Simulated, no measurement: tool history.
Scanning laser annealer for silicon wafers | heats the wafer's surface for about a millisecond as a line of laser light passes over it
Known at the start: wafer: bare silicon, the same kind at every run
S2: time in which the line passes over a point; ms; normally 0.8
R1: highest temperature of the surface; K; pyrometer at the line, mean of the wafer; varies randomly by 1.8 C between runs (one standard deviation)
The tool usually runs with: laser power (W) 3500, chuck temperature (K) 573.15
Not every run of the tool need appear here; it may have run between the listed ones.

run 1 hour=0 | laser_power_(W)=3500 S2=0.8 chuck_temperature_(K)=573.15 | R1=1263.15
run 2 hour=11.4 | laser_power_(W)=3500 S2=0.8 chuck_temperature_(K)=573.15 | R1=1261.15
run 3 hour=17.6 | laser_power_(W)=3500 S2=0.8 chuck_temperature_(K)=573.15 | R1=1258.15
run 4 hour=23.9 | laser_power_(W)=3500 S2=0.8 chuck_temperature_(K)=573.15 | R1=1261.15
run 5 hour=35.1 | laser_power_(W)=3500 S2=0.8 chuck_temperature_(K)=573.15 | R1=1263.15
run 6 hour=44.6 | laser_power_(W)=3500 S2=0.564 chuck_temperature_(K)=573.15 | R1=1154.15
run 7 hour=52.6 | laser_power_(W)=3500 S2=0.564 chuck_temperature_(K)=573.15 | R1=1157.15
run 8 hour=64.1 | laser_power_(W)=3500 S2=0.8 chuck_temperature_(K)=573.15 | R1=1256.15
run 9 hour=69.3 | laser_power_(W)=3500 S2=0.8 chuck_temperature_(K)=573.15 | R1=1259.15
run 10 hour=75.6 | laser_power_(W)=3500 S2=0.8 chuck_temperature_(K)=573.15 | R1=1257.15
run 11 hour=81.1 | laser_power_(W)=3500 S2=0.8 chuck_temperature_(K)=573.15 | R1=1259.15
run 12 hour=90 | laser_power_(W)=3500 S2=0.8 chuck_temperature_(K)=573.15 | R1=1257.15
run 13 hour=99.3 | laser_power_(W)=3500 S2=0.8 chuck_temperature_(K)=573.15 | R1=1253.15
run 14 hour=109.9 | laser_power_(W)=3500 S2=0.8 chuck_temperature_(K)=573.15 | R1=1252.15
run 15 hour=116.3 | laser_power_(W)=3500 S2=0.8 chuck_temperature_(K)=573.15 | R1=1255.15
run 16 hour=128.3 | laser_power_(W)=3500 S2=0.8 chuck_temperature_(K)=573.15 | R1=1254.15
run 17 hour=139.9 | laser_power_(W)=3500 S2=0.8 chuck_temperature_(K)=552.15 | R1=1233.15
-- hour=152.6 window over the wafer cleaned
run 18 hour=153.6 | laser_power_(W)=3500 S2=0.593 chuck_temperature_(K)=601.15 | R1=1230.15
run 19 hour=158.8 | laser_power_(W)=3274 S2=0.8 chuck_temperature_(K)=573.15 | R1=1241.15
run 20 hour=164.1 | laser_power_(W)=3139 S2=0.713 chuck_temperature_(K)=583.15 | R1=1182.15
run 21 hour=172.3 | laser_power_(W)=3500 S2=0.645 chuck_temperature_(K)=542.15 | R1=1195.15
run 22 hour=179.8 | laser_power_(W)=3500 S2=0.645 chuck_temperature_(K)=542.15 | R1=1194.15
run 23 hour=186.3 | laser_power_(W)=3727 S2=0.9 chuck_temperature_(K)=594.15 | R1=1419.15
run 24 hour=193.3 | laser_power_(W)=3727 S2=0.9 chuck_temperature_(K)=559.15 | R1=1382.15
run 25 hour=198.7 | laser_power_(W)=3727 S2=0.9 chuck_temperature_(K)=559.15 | R1=1380.15
run 26 hour=208.1 | laser_power_(W)=3500 S2=0.74 chuck_temperature_(K)=540.15 | R1=1235.15
run 27 hour=216.7 | laser_power_(W)=3741 S2=0.872 chuck_temperature_(K)=573.15 | R1=1385.15
run 28 hour=225.3 | laser_power_(W)=3192 S2=0.961 chuck_temperature_(K)=573.15 | R1=1272.15
run 29 hour=232.7 | laser_power_(W)=3677 S2=0.601 chuck_temperature_(K)=565.15 | R1=1229.15
run 30 hour=237.7 | laser_power_(W)=3352 S2=0.8 chuck_temperature_(K)=573.15 | R1=1254.15
run 31 hour=243.6 | laser_power_(W)=3483 S2=0.927 chuck_temperature_(K)=538.15 | R1=1299.15
run 32 hour=254.4 | laser_power_(W)=3623 S2=0.691 chuck_temperature_(K)=541.15 | R1=1239.15
run 33 hour=259.8 | laser_power_(W)=3258 S2=0.699 chuck_temperature_(K)=574.15 | R1=1188.15
run 34 hour=264.9 | laser_power_(W)=3500 S2=0.816 chuck_temperature_(K)=573.15 | R1=1296.15

Had the tool no unlogged condition, and each run kept its random variation, what would the results have been?
The tool's hidden condition here consists of: light that passes the window, % of a clean one's; laser's true power over the reading, %; width of the line over the set one, %; drift of the gauge itself on peak_c, C.
run=1 R1=1322.15
run=2 R1=1321.15
run=3 R1=1319.15
run=4 R1=1322.15
run=5 R1=1324.15
run=6 R1=1207.15
run=7 R1=1211.15
run=8 R1=1320.15
run=9 R1=1323.15
run=10 R1=1321.15
run=11 R1=1324.15
run=12 R1=1323.15
run=13 R1=1319.15
run=14 R1=1319.15
run=15 R1=1322.15
run=16 R1=1322.15
run=17 R1=1303.15
run=18 R1=1253.15
run=19 R1=1266.15
run=20 R1=1204.15
run=21 R1=1220.15
run=22 R1=1219.15
run=23 R1=1451.15
run=24 R1=1416.15
run=25 R1=1413.15
run=26 R1=1264.15
run=27 R1=1420.15
run=28 R1=1302.15
run=29 R1=1259.15
run=30 R1=1285.15
run=31 R1=1334.15
run=32 R1=1271.15
run=33 R1=1217.15
run=34 R1=1331.15

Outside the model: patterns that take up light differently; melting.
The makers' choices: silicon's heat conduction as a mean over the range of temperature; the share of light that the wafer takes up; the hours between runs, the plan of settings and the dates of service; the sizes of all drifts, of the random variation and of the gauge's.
